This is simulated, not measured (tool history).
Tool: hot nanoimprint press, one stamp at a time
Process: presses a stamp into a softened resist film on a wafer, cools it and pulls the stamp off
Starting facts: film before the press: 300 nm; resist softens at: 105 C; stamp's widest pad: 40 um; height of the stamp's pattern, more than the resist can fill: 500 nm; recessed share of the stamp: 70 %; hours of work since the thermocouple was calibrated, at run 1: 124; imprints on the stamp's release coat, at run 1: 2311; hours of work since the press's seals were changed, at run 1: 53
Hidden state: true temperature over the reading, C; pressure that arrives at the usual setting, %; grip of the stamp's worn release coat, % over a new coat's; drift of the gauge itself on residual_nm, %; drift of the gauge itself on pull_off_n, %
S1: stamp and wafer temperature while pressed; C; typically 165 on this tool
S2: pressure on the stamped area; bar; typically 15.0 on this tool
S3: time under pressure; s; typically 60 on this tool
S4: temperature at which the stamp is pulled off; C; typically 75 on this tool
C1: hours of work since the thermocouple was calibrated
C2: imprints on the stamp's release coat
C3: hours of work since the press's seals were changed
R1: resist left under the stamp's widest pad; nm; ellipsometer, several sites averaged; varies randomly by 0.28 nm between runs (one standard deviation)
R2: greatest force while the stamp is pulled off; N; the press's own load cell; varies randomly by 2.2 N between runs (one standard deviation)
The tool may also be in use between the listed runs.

run,hour,S1,S2,S3,S4,C1,C2,C3,R1,R2
1,0.0,165,15.0,60,75,124,2311,53,152.3,97
2,9.3,165,15.0,60,75,131,2350,59,151.5,99
3,18.5,165,15.0,60,75,138,2388,66,152.4,96
# hour 29.6: stamp cleaned and given a new release coat
4,34.9,165,15.0,60,75,145,22,73,152.7,96
5,44.2,165,15.0,57,75,152,60,80,155.4,99
6,50.8,165,15.0,57,75,156,88,85,155.7,97
7,61.8,165,15.0,60,75,164,134,92,153.4,95
8,69.9,165,15.0,60,75,170,167,98,154.0,99
9,80.3,165,22.1,60,75,177,210,106,127.6,94
10,91.0,156,22.8,56,75,185,254,113,183.3,98
11,102.7,158,21.0,96,80,193,303,122,148.1,86
12,111.9,165,18.7,67,75,200,341,128,134.2,96
13,121.3,165,18.7,67,75,207,379,135,134.4,97
# hour 133.4: gauge calibrated
14,134.3,165,18.7,67,75,216,433,144,131.7,94

What if the next run were any one of these 3? Each begins from the tool's condition after run 14:
A,144.3,165,15.0,42,75,223,475,151,?,?
B,144.3,160,15.0,33,75,223,475,151,?,?
C,144.3,158,18.7,113,63,223,475,151,?,?

run,R1,R2
A,170.5,96
B,213.1,95
C,145.4,119
Take away the tool's hidden state, keep each run's random variation, and the runs would have read:
run,R1,R2
A,170.2,96
B,212.7,95
C,145.2,118

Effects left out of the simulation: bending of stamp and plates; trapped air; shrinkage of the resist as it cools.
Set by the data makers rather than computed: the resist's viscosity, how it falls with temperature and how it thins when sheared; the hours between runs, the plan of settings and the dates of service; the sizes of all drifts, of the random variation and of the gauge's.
